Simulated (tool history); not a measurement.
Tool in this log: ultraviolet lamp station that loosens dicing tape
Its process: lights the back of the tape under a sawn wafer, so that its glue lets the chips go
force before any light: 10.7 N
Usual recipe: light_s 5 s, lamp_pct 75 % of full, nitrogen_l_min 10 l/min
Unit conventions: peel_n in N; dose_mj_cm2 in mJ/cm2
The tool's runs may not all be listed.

run	day	light_s	lamp_pct	nitrogen_l_min	peel_n	dose_mj_cm2
1	0	5	75	10	0.434	421
2	0.379	5	75	3	1.206	420
3	0.821	5	75	3	1.188	419
4	1.229	5	75	3	1.217	419
5	1.633	5	75	3	1.146	421
6	1.921	6	75	3	0.771	501
7	2.408	6	75	3	0.791	503
8	2.888	6	75	3	0.797	496
9	3.421	6	75	3	0.803	504
10	3.933	6	75	3	0.808	494
11	4.45	6	75	3	0.84	496
12	4.754	6	75	3	0.805	496
13	5.008	8	75	3	0.391	674
14	5.333	3	75	3	2.799	251
15	5.742	3	75	3	2.908	249
16	6.325	5	75	12	0.397	406
17	6.7	5	75	12	0.41	418
18	7.275	5	75	6	0.717	414
19	7.583	5	75	6	0.718	404
20	8.071	5	95	10	0.249	520
21	8.55	5	61	10	0.79	337
22	8.875	5	75	19	0.313	401
23	9.421	3	75	9	1.653	250
24	9.825	6	86	4	0.481	554
25	10.217	3	92	5	1.687	299
26	10.771	3	74	5	2.403	239
27	11.092	3	74	5	2.379	237
28	11.429	3	77	7	1.842	249
29	11.775	3	77	7	1.823	248
30	12.233	2	92	11	2.082	198
31	12.738	5	75	10	0.479	403
32	13.204	5	75	10	0.486	401
33	13.692	5	85	7	0.502	460
34	14.162	5	85	7	0.477	456
35	14.688	3	87	7	1.476	275
36	15.138	7	97	5	0.191	718
37	15.717	5	69	10	0.62	368
38	15.975	5	94	12	0.247	494
39	16.283	5	91	16	0.215	480
40	16.775	2	91	11	2.274	191
41	17.221	4	96	10	0.486	404
42	17.621	8	69	13	0.158	575
43	18.142	8	86	19	0.106	722

What if the next run were any one of these 4? Each begins from the tool's condition after run 43:
A	18.575	5	90	4	?	?
B	18.575	5	86	9	?	?
C	18.575	2	86	6	?	?
D	18.575	3	62	6	?	?

run	peel_n	dose_mj_cm2
A	0.731	470
B	0.396	451
C	3.12	180
D	2.963	193
Without the tool's hidden state the same runs would have given:
run	peel_n	dose_mj_cm2
A	0.486	552
B	0.26	531
C	2.528	211
D	2.362	227

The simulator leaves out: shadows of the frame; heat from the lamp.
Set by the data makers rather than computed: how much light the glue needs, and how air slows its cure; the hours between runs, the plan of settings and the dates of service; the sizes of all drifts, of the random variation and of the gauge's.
